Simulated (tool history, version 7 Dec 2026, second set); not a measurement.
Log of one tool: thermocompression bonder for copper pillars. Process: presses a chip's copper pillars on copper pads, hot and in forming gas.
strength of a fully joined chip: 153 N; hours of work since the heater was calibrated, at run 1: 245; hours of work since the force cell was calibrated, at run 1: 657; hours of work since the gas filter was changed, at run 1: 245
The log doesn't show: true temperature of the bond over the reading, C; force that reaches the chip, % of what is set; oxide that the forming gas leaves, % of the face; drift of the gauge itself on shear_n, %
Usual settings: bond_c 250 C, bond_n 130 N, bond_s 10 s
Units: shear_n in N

| run | hour | bond_c | bond_n | bond_s | hours of work since the heater was calibrated | hours of work since the force cell was calibrated | hours of work since the gas filter was changed | shear_n |
|---|---|---|---|---|---|---|---|---|
| 1 | 0 | 250 | 130 | 10 | 245 | 657 | 245 | 55.2 |
| 2 | 22.2 | 250 | 130 | 10 | 257 | 669 | 257 | 56.3 |
|  | 43.7 | forming gas filter changed |
| 3 | 43.7 | 250 | 130 | 10 | 269 | 681 | 0 | 60.5 |
| 4 | 59.7 | 250 | 130 | 10 | 277 | 689 | 9 | 62 |
| 5 | 81.4 | 250 | 130 | 10 | 289 | 701 | 20 | 60.9 |
| 6 | 95.4 | 250 | 130 | 10 | 296 | 708 | 28 | 60.7 |
| 7 | 112.2 | 250 | 130 | 10 | 305 | 717 | 37 | 59.6 |
| 8 | 129.4 | 250 | 130 | 10 | 314 | 726 | 46 | 60.3 |
| 9 | 157.3 | 250 | 130 | 10 | 329 | 741 | 61 | 60.9 |
| 10 | 173.8 | 250 | 130 | 10 | 338 | 750 | 70 | 58.9 |
| 11 | 204.6 | 250 | 130 | 10 | 355 | 767 | 86 | 58.5 |
| 12 | 234 | 250 | 130 | 7 | 370 | 782 | 102 | 51 |
| 13 | 249.8 | 250 | 130 | 20 | 379 | 791 | 110 | 73.9 |
| 14 | 264 | 250 | 130 | 10 | 387 | 799 | 118 | 56.3 |
| 15 | 287.1 | 250 | 130 | 10 | 399 | 811 | 130 | 57.8 |
| 16 | 306 | 250 | 130 | 10 | 409 | 821 | 141 | 57.7 |
| 17 | 329.4 | 225 | 130 | 10 | 422 | 834 | 153 | 39.1 |
| 18 | 361.3 | 228 | 130 | 10 | 439 | 851 | 170 | 40.4 |
| 19 | 378.3 | 250 | 130 | 10 | 448 | 860 | 179 | 56.7 |
| 20 | 394 | 250 | 130 | 10 | 456 | 868 | 188 | 55.1 |
|  | 397.4 | heater calibrated with a thermocouple chip |
| 21 | 418.7 | 224 | 151 | 11 | 11 | 880 | 200 | 44.7 |
| 22 | 441.7 | 250 | 130 | 6 | 24 | 893 | 212 | 41.6 |
| 23 | 460.9 | 250 | 130 | 6 | 34 | 903 | 222 | 44.1 |
| 24 | 486.9 | 250 | 130 | 6 | 48 | 917 | 236 | 43 |
| 25 | 513.8 | 250 | 130 | 6 | 62 | 931 | 251 | 42.9 |
| 26 | 528.9 | 267 | 130 | 9 | 70 | 939 | 259 | 61.4 |
|  | 547.2 | forming gas filter changed |
| 27 | 561.5 | 261 | 127 | 12 | 88 | 957 | 8 | 68.6 |
| 28 | 581.4 | 261 | 127 | 12 | 98 | 967 | 18 | 69.3 |
|  | 589.8 | heater calibrated with a thermocouple chip, once more |
| 29 | 605.2 | 240 | 139 | 6 | 8 | 979 | 30 | 46.1 |
| 30 | 629.5 | 240 | 139 | 6 | 21 | 992 | 43 | 47 |
| 31 | 656.9 | 240 | 114 | 27 | 36 | 1007 | 58 | 67.9 |
| 32 | 677.4 | 224 | 161 | 6 | 47 | 1018 | 69 | 43.3 |
| 33 | 707.8 | 234 | 161 | 5 | 63 | 1034 | 85 | 44.6 |
| 34 | 730.1 | 242 | 135 | 10 | 75 | 1046 | 97 | 56.2 |
| 35 | 755 | 271 | 130 | 30 | 88 | 1059 | 110 | 103.5 |
| 36 | 772.3 | 226 | 130 | 10 | 98 | 1068 | 120 | 42.8 |
| 37 | 803.4 | 220 | 99 | 10 | 114 | 1085 | 136 | 26.7 |
| 38 | 822.7 | 275 | 130 | 10 | 125 | 1095 | 147 | 77.4 |
| 39 | 839.7 | 275 | 130 | 10 | 134 | 1105 | 156 | 74.7 |

Hidden state at the last listed run before each entry between runs and at the first one after, where it differs:
Between runs 2 and 3: forming gas filter changed (hour 43.7)
  true temperature of the bond over the reading, C: -2.1 -> -2.2; oxide that the forming gas leaves, % of the face: 9.23 -> 0.66
  measured less the result without the state, shear_n: -9.5 -> -4.2 N
Between runs 20 and 21: heater calibrated with a thermocouple chip (hour 397.4)
  true temperature of the bond over the reading, C: -3.7 -> -5.7; force that reaches the chip, % of what is set: 95.3 -> 95.2; oxide that the forming gas leaves, % of the face: 7.08 -> 7.56
  measured less the result without the state, shear_n: -9.6 -> -10.5 N
Between runs 26 and 27: forming gas filter changed (hour 547.2)
  true temperature of the bond over the reading, C: -6.2 -> -6.3; force that reaches the chip, % of what is set: 94.9 -> 94.8; oxide that the forming gas leaves, % of the face: 9.58 -> 0.83
  measured less the result without the state, shear_n: -14.5 -> -9.1 N
Between runs 28 and 29: heater calibrated with a thermocouple chip, once more (hour 589.8)
  true temperature of the bond over the reading, C: -6.4 -> 0.4; force that reaches the chip, % of what is set: 94.8 -> 94.7; oxide that the forming gas leaves, % of the face: 1.22 -> 1.59
  measured less the result without the state, shear_n: -9.5 -> -3 N

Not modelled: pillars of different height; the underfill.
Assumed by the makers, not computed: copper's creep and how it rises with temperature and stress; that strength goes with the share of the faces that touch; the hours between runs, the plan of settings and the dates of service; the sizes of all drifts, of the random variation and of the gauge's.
